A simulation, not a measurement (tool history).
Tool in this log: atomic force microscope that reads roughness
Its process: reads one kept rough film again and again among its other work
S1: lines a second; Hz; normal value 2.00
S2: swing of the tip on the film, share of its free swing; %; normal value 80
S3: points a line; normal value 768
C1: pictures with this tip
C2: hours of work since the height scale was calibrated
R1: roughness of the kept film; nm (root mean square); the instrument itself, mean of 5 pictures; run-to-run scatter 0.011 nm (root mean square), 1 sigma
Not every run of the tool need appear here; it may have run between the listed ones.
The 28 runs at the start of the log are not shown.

| run | hour | S1 | S2 | S3 | C1 | C2 | R1 |
|---|---|---|---|---|---|---|---|
| 29 | 476.3 | 2.00 | 60 | 768 | 272 | 826 | 2.961 |
| 30 | 495.1 | 2.00 | 60 | 978 | 296 | 839 | 2.989 |
| 31 | 518.4 | 2.00 | 60 | 978 | 327 | 856 | 2.960 |
|  | 532.2 | new tip fitted |
| 32 | 541.8 | 0.85 | 85 | 672 | 12 | 872 | 2.825 |
| 33 | 565.2 | 0.56 | 85 | 690 | 43 | 889 | 2.924 |
| 34 | 587.6 | 1.91 | 80 | 325 | 72 | 905 | 2.582 |
| 35 | 602.3 | 3.49 | 68 | 768 | 92 | 915 | 2.640 |
| 36 | 617.1 | 3.49 | 68 | 392 | 111 | 926 | 2.612 |
| 37 | 629.4 | 3.49 | 68 | 392 | 127 | 935 | 2.616 |
| 38 | 644.0 | 2.49 | 90 | 768 | 147 | 945 | 2.223 |
| 39 | 663.4 | 1.46 | 65 | 786 | 172 | 959 | 2.982 |
| 40 | 680.9 | 3.50 | 68 | 553 | 195 | 971 | 2.625 |
| 41 | 691.1 | 3.50 | 68 | 553 | 209 | 979 | 2.643 |
| 42 | 703.7 | 2.00 | 72 | 610 | 225 | 988 | 2.752 |
| 43 | 720.5 | 2.00 | 81 | 657 | 247 | 1000 | 2.567 |
| 44 | 731.5 | 2.00 | 81 | 657 | 262 | 1008 | 2.589 |
| 45 | 749.5 | 2.64 | 61 | 768 | 285 | 1020 | 2.887 |
| 46 | 761.3 | 0.54 | 59 | 345 | 301 | 1029 | 3.056 |
| 47 | 784.9 | 0.54 | 59 | 345 | 332 | 1046 | 3.058 |
|  | 795.8 | new tip fitted |
| 48 | 798.3 | 1.80 | 72 | 704 | 3 | 1055 | 2.825 |
| 49 | 820.9 | 2.00 | 80 | 574 | 33 | 1071 | 2.593 |
| 50 | 841.3 | 1.19 | 80 | 865 | 59 | 1086 | 2.811 |
| 51 | 866.0 | 2.00 | 76 | 362 | 92 | 1103 | 2.665 |

Forecast each of these 4 alternatives for the next run:
| A | 881.9 | 2.00 | 69 | 325 | 113 | 1115 | ? |
| B | 881.9 | 1.11 | 61 | 349 | 113 | 1115 | ? |
| C | 881.9 | 1.16 | 88 | 537 | 113 | 1115 | ? |
| D | 881.9 | 2.00 | 80 | 317 | 113 | 1115 | ? |

| run | R1 |
|---|---|
| A | 2.786 |
| B | 3.007 |
| C | 2.666 |
| D | 2.564 |
Had the tool no hidden state, the same runs would have come out as:
| run | R1 |
|---|---|
| A | 2.791 |
| B | 3.012 |
| C | 2.671 |
| D | 2.568 |
